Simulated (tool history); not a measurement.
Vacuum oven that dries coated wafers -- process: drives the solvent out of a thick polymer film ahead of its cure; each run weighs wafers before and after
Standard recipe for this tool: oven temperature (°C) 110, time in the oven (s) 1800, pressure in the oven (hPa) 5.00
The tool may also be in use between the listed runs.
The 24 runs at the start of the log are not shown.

run,hour,oven temperature (°C),time in the oven (s),pressure in the oven (hPa),hours of work since the thermocouples were calibrated,hours of work since the vacuum gauge was cleaned of residue,solvent left in the film (%)
25,225.7,122,1800,5.00,230,153,0.40
26,232.0,110,1140,4.40,234,156,3.70
27,244.2,121,2160,7.62,242,164,0.46
28,252.0,118,2760,10.07,247,169,0.52
29,260.6,110,2700,4.05,252,174,0.67
30,267.7,99,2400,3.87,257,179,3.04
31,276.7,125,2160,4.17,262,184,0.21
32,283.6,120,1800,7.36,266,189,0.58
33,288.8,120,1800,7.36,270,192,0.65
34,294.9,111,1620,5.00,273,196,1.84
35,306.3,111,1620,5.00,281,203,1.84
36,315.3,111,1620,5.00,286,208,1.82
37,327.6,110,1800,11.93,294,216,1.98
38,336.7,122,1800,5.00,299,222,0.42
39,346.6,122,1800,5.00,306,228,0.49
40,355.0,110,1800,8.18,311,233,1.93
41,360.9,110,1800,12.28,315,237,2.21
42,370.4,95,960,3.34,320,243,9.08

Run 43 has not been measured yet. What should we expect?
43,375.7,121,1200,3.34,324,246,?

Run 43 came out at solvent left in the film (%) 1.01.
With the hidden condition absent and the run-to-run variation left alone, this run would have shown solvent left in the film (%) 0.88.

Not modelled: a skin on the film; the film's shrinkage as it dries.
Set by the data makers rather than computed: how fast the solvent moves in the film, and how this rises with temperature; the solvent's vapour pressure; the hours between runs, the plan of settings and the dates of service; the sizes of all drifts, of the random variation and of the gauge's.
